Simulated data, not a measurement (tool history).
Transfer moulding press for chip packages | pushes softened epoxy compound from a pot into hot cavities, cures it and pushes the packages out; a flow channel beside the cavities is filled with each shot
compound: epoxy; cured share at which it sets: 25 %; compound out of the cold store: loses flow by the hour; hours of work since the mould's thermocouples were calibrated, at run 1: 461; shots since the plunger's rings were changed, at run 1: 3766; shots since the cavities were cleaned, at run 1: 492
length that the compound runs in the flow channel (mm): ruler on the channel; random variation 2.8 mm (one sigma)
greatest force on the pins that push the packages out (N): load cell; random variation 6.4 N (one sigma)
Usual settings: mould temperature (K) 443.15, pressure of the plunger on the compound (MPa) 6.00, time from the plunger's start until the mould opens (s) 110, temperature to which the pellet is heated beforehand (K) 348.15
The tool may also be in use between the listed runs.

run,hour,mould temperature (K),pressure of the plunger on the compound (MPa),time from the plunger's start until the mould opens (s),temperature to which the pellet is heated beforehand (K),hours of work since the mould's thermocouples were calibrated,shots since the plunger's rings were changed,shots since the cavities were cleaned,incoming compound's hours out of the cold store,length that the compound runs in the flow channel (mm),greatest force on the pins that push the packages out (N)
1,0.0,443.15,6.00,110,348.15,461,3766,492,11.4,646,489
2,43.2,443.15,6.00,110,348.15,486,4198,924,15.5,640,509
# hour 50.4: cavities cleaned with cleaning compound and waxed
3,83.1,443.15,6.00,110,348.15,508,4584,328,33.4,594,417
# hour 145.9: cavities cleaned with cleaning compound and waxed
4,146.5,443.15,6.00,110,348.15,544,5203,5,43.4,569,246
5,210.5,443.15,6.00,110,348.15,581,5844,646,8.9,652,519
# hour 217.2: plunger's sealing rings changed
# hour 246.6: cavities cleaned with cleaning compound and waxed
6,273.8,443.15,6.00,110,348.15,615,552,273,27.2,630,433
7,331.7,443.15,6.00,122,348.15,649,1132,853,20.7,639,475
# hour 346.4: cavities cleaned with cleaning compound and waxed
8,406.7,443.15,6.00,110,348.15,692,1869,605,30.3,610,495
# hour 446.1: cavities cleaned with cleaning compound and waxed
9,448.1,443.15,6.00,110,348.15,715,2268,20,14.9,651,283
# hour 455.3: mould's thermocouples calibrated
10,523.6,443.15,6.00,110,348.15,40,3005,757,10.7,659,511
# hour 544.9: cavities cleaned with cleaning compound and waxed
11,592.5,443.15,6.00,110,348.15,79,3679,476,29.5,611,475
12,624.6,443.15,6.00,110,348.15,97,4001,798,30.0,605,509
# hour 646.5: cavities cleaned with cleaning compound and waxed
13,686.5,439.15,6.00,110,348.15,132,4606,401,16.4,650,584
# hour 746.1: cavities cleaned with cleaning compound and waxed
# hour 754.5: mould's thermocouples calibrated, once more
14,754.5,439.15,6.00,110,348.15,0,5253,65,43.1,576,363
15,792.7,439.15,4.94,110,348.15,22,5635,447,40.6,524,527
# hour 819.0: plunger's sealing rings changed
# hour 846.5: cavities cleaned with cleaning compound and waxed
16,851.9,447.15,4.94,147,348.15,54,314,53,45.9,517,269
17,909.0,443.15,5.40,93,348.15,87,886,625,20.6,611,623
# hour 942.0: cavities cleaned with cleaning compound and waxed
18,980.8,443.15,6.00,97,348.15,128,1591,388,33.3,607,512
19,1028.0,443.15,6.00,101,348.15,155,2064,861,42.9,581,559
# hour 1039.2: cavities cleaned with cleaning compound and waxed
20,1061.5,450.15,5.20,101,349.15,174,2384,223,9.4,593,358
21,1129.4,450.15,5.20,101,340.15,213,3065,904,44.2,516,466
# hour 1136.6: cavities cleaned with cleaning compound and waxed
22,1176.7,444.15,6.81,110,348.15,239,3523,402,37.4,622,436
23,1228.5,444.15,6.81,110,348.15,269,4042,921,19.2,666,496
# hour 1236.6: cavities cleaned with cleaning compound and waxed
24,1300.5,444.15,6.81,110,348.15,310,4748,640,37.6,614,486
# hour 1335.3: cavities cleaned with cleaning compound and waxed
25,1338.2,444.15,6.81,110,348.15,331,5111,30,21.5,658,283
26,1405.4,449.15,6.00,110,348.15,370,5784,703,40.8,556,437
# hour 1416.8: plunger's sealing rings changed
# hour 1434.5: cavities cleaned with cleaning compound and waxed
27,1453.4,443.15,6.00,110,357.15,396,352,189,15.4,656,402

Hidden state at the last listed run before each entry between runs and at the first one after, where it differs:
Between runs 2 and 3: cavities cleaned with cleaning compound and waxed (hour 50.4)
  true mould temperature over the reading, C: -0.58 -> -0.62; pressure that reaches the compound, % of what is set: 94.01 -> 93.51; grip of the stained cavities, % over clean ones': 100.5 -> 66
  measured less the result without the state, length that the compound runs in the flow channel (mm): -18 -> -19; greatest force on the pins that push the packages out (N): +258 -> +171
Between runs 3 and 4: cavities cleaned with cleaning compound and waxed (hour 145.9)
  true mould temperature over the reading, C: -0.62 -> -0.69; pressure that reaches the compound, % of what is set: 93.51 -> 92.63; grip of the stained cavities, % over clean ones': 66 -> 3.3
  measured less the result without the state, length that the compound runs in the flow channel (mm): -19 -> -20; greatest force on the pins that push the packages out (N): +171 -> +12
Between runs 5 and 6: plunger's sealing rings changed (hour 217.2); cavities cleaned with cleaning compound and waxed (hour 246.6)
  true mould temperature over the reading, C: -0.76 -> -0.82; pressure that reaches the compound, % of what is set: 91.7 -> 99.11; grip of the stained cavities, % over clean ones': 90.1 -> 62.8
  measured less the result without the state, length that the compound runs in the flow channel (mm): -26 -> +0; greatest force on the pins that push the packages out (N): +249 -> +171
Between runs 7 and 8: cavities cleaned with cleaning compound and waxed (hour 346.4)
  true mould temperature over the reading, C: -0.89 -> -0.96; pressure that reaches the compound, % of what is set: 98.36 -> 97.27; grip of the stained cavities, % over clean ones': 98.1 -> 89.3
  measured less the result without the state, length that the compound runs in the flow channel (mm): -3 -> -6; greatest force on the pins that push the packages out (N): +242 -> +241
Between runs 8 and 9: cavities cleaned with cleaning compound and waxed (hour 446.1)
  true mould temperature over the reading, C: -0.96 -> -1; pressure that reaches the compound, % of what is set: 97.27 -> 96.71; grip of the stained cavities, % over clean ones': 89.3 -> 6.4
  measured less the result without the state, length that the compound runs in the flow channel (mm): -6 -> -8; greatest force on the pins that push the packages out (N): +241 -> +25
Between runs 9 and 10: mould's thermocouples calibrated (hour 455.3)
  true mould temperature over the reading, C: -1 -> -1.17; pressure that reaches the compound, % of what is set: 96.71 -> 95.74; grip of the stained cavities, % over clean ones': 6.4 -> 95
  measured less the result without the state, length that the compound runs in the flow channel (mm): -8 -> -11; greatest force on the pins that push the packages out (N): +25 -> +257
Between runs 10 and 11: cavities cleaned with cleaning compound and waxed (hour 544.9)
  true mould temperature over the reading, C: -1.17 -> -1.24; pressure that reaches the compound, % of what is set: 95.74 -> 94.69; grip of the stained cavities, % over clean ones': 95 -> 81.6
  measured less the result without the state, length that the compound runs in the flow channel (mm): -11 -> -13; greatest force on the pins that push the packages out (N): +257 -> +225
Between runs 12 and 13: cavities cleaned with cleaning compound and waxed (hour 646.5)
  true mould temperature over the reading, C: -1.27 -> -1.34; pressure that reaches the compound, % of what is set: 94.2 -> 93.36; grip of the stained cavities, % over clean ones': 95.9 -> 77
  measured less the result without the state, length that the compound runs in the flow channel (mm): -14 -> -18; greatest force on the pins that push the packages out (N): +258 -> +278
Between runs 13 and 14: cavities cleaned with cleaning compound and waxed (hour 746.1); mould's thermocouples calibrated, once more (hour 754.5)
  true mould temperature over the reading, C: -1.34 -> -0.41; pressure that reaches the compound, % of what is set: 93.36 -> 92.4; grip of the stained cavities, % over clean ones': 77 -> 23.8
  measured less the result without the state, length that the compound runs in the flow channel (mm): -18 -> -22; greatest force on the pins that push the packages out (N): +278 -> +76
Between runs 15 and 16: plunger's sealing rings changed (hour 819.0); cavities cleaned with cleaning compound and waxed (hour 846.5)
  true mould temperature over the reading, C: -0.45 -> -0.51; pressure that reaches the compound, % of what is set: 91.89 -> 98.89; grip of the stained cavities, % over clean ones': 81 -> 18.5
  measured less the result without the state, length that the compound runs in the flow channel (mm): -21 -> -2; greatest force on the pins that push the packages out (N): +241 -> +42
Between runs 17 and 18: cavities cleaned with cleaning compound and waxed (hour 942.0)
  true mould temperature over the reading, C: -0.58 -> -0.65; pressure that reaches the compound, % of what is set: 98.08 -> 97.11; grip of the stained cavities, % over clean ones': 89.2 -> 73.5
  measured less the result without the state, length that the compound runs in the flow channel (mm): -4 -> -7; greatest force on the pins that push the packages out (N): +303 -> +226
Between runs 19 and 20: cavities cleaned with cleaning compound and waxed (hour 1039.2)
  true mould temperature over the reading, C: -0.7 -> -0.73; pressure that reaches the compound, % of what is set: 96.46 -> 95.98; grip of the stained cavities, % over clean ones': 97.8 -> 53.8
  measured less the result without the state, length that the compound runs in the flow channel (mm): -8 -> -11; greatest force on the pins that push the packages out (N): +281 -> +127
Between runs 21 and 22: cavities cleaned with cleaning compound and waxed (hour 1136.6)
  true mould temperature over the reading, C: -0.8 -> -0.84; pressure that reaches the compound, % of what is set: 95.04 -> 94.43; grip of the stained cavities, % over clean ones': 98.9 -> 75.2
  measured less the result without the state, length that the compound runs in the flow channel (mm): -12 -> -16; greatest force on the pins that push the packages out (N): +234 -> +189
Between runs 23 and 24: cavities cleaned with cleaning compound and waxed (hour 1236.6)
  true mould temperature over the reading, C: -0.89 -> -0.97; pressure that reaches the compound, % of what is set: 93.7 -> 92.69; grip of the stained cavities, % over clean ones': 98.9 -> 92.3
  measured less the result without the state, length that the compound runs in the flow channel (mm): -19 -> -21; greatest force on the pins that push the packages out (N): +252 -> +239
Between runs 24 and 25: cavities cleaned with cleaning compound and waxed (hour 1335.3)
  true mould temperature over the reading, C: -0.97 -> -1.01; pressure that reaches the compound, % of what is set: 92.69 -> 92.24; grip of the stained cavities, % over clean ones': 92.3 -> 10.2
  measured less the result without the state, length that the compound runs in the flow channel (mm): -21 -> -24; greatest force on the pins that push the packages out (N): +239 -> +32
Between runs 26 and 27: plunger's sealing rings changed (hour 1416.8); cavities cleaned with cleaning compound and waxed (hour 1434.5)
  true mould temperature over the reading, C: -1.08 -> -1.13; pressure that reaches the compound, % of what is set: 91.36 -> 98.55; grip of the stained cavities, % over clean ones': 92.6 -> 47.1
  measured less the result without the state, length that the compound runs in the flow channel (mm): -23 -> -1; greatest force on the pins that push the packages out (N): +210 -> +138

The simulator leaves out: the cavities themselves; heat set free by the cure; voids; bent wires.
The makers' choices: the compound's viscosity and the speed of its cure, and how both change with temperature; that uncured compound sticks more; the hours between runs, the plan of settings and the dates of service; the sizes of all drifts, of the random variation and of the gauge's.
